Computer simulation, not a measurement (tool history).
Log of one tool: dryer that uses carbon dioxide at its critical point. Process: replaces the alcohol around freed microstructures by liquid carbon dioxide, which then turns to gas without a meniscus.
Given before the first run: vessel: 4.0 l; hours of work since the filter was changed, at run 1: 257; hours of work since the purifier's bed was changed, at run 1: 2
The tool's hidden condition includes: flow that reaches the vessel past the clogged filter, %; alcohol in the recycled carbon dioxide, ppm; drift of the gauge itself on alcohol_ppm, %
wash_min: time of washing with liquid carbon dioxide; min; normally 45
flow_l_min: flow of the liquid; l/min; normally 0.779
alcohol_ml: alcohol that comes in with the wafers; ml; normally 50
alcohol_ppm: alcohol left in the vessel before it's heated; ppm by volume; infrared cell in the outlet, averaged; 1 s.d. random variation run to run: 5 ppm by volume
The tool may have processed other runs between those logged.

run   hour  wash_min  flow_l_min  alcohol_ml  hours of work since the filter was changed  hours of work since the purifier's bed was changed  alcohol_ppm
  1      0        45       0.779          50                                         257                                                   2           24
  2   10.3        45       0.779          50                                         261                                                   5           28
  3   20.8        45       0.779          50                                         264                                                   9           29
  4   31.2        45       0.779          50                                         267                                                  12           35
  5     37        45       0.779          26                                         269                                                  14           32
  6   44.7        45       0.779          50                                         272                                                  17           25
  7   52.4        45       0.779          50                                         274                                                  19           34
  8   64.6        45       0.779          50                                         278                                                  23           25
  9     76        45       0.779          50                                         282                                                  27           24
 10   83.3        45       0.779          50                                         284                                                  29           38
 11     95        45       0.779          50                                         288                                                  33           38
 12  100.9        29       0.779          50                                         290                                                  35          231
 13  111.8        36       0.779          50                                         293                                                  38          102
 14  118.6        62       0.779          50                                         296                                                  40            9
 15  127.4        45       0.781          50                                         298                                                  43           43
 16  138.4        45       0.781          50                                         302                                                  47           34
 17  144.3        45       0.781          50                                         304                                                  49           35
 18  156.9        45       0.781          50                                         308                                                  53           37
 19  168.5        45       0.781          50                                         312                                                  57           31
 20  176.2        45       0.781          50                                         314                                                  59           39
 21  188.8        45       0.781          50                                         318                                                  63           39
 22    199        45       0.779          50                                         322                                                  66           32
 23  206.3        45       0.779          50                                         324                                                  69           36
 24  212.6        32       0.569          36                                         326                                                  71          380
 25  218.4        32       0.569          78                                         328                                                  73          792
 26  229.7        60       0.495          50                                         331                                                  76           90
 27  239.7        70        1.01          76                                         335                                                  79           24
 28  249.7        43       0.779          41                                         338                                                  83           35
       252  -- inlet filter changed
 29  256.4        43       0.779          41                                           1                                                  85           38
 30  264.8        56       0.581          80                                           4                                                  87           59
 31  277.1        47       0.938          50                                           8                                                  91           26
 32  287.7        47       0.938          50                                          12                                                  95           27
 33  296.4        52         0.7          73                                          14                                                  97           40
 34  306.5        52         0.7          73                                          18                                                 101           39
 35  316.5        52         0.7          24                                          21                                                 104           28
 36  322.1        47       1.117          50                                          23                                                 106           24
 37  333.6        38       0.578          40                                          26                                                 109          176
 38  345.1        37       0.746          44                                          30                                                 113           77
 39  353.3        45       0.779          74                                          33                                                 116           47
 40  360.4        45       0.779          74                                          35                                                 118           43
 41  373.1        45       0.708          28                                          39                                                 122           44
 42    384        45       0.708          28                                          43                                                 126           43
 43  390.5        61       1.151          38                                          45                                                 128           21
 44  399.5        61       1.151          38                                          48                                                 131           28
 45  412.1        65       0.545          38                                          52                                                 135           41

3 ways to go on from here, each from the tool as it stands after run 45. What would each give?
  A  421.8        32       0.725          60                                          55                                                 138            ?
  B  421.8        65         0.5          38                                          55                                                 138            ?
  C  421.8        48       0.779          68                                          55                                                 138            ?

run  alcohol_ppm
  A          200
  B           56
  C           38
What these runs would have given with no unlogged condition in the tool:
run  alcohol_ppm
  A          162
  B           31
  C           13
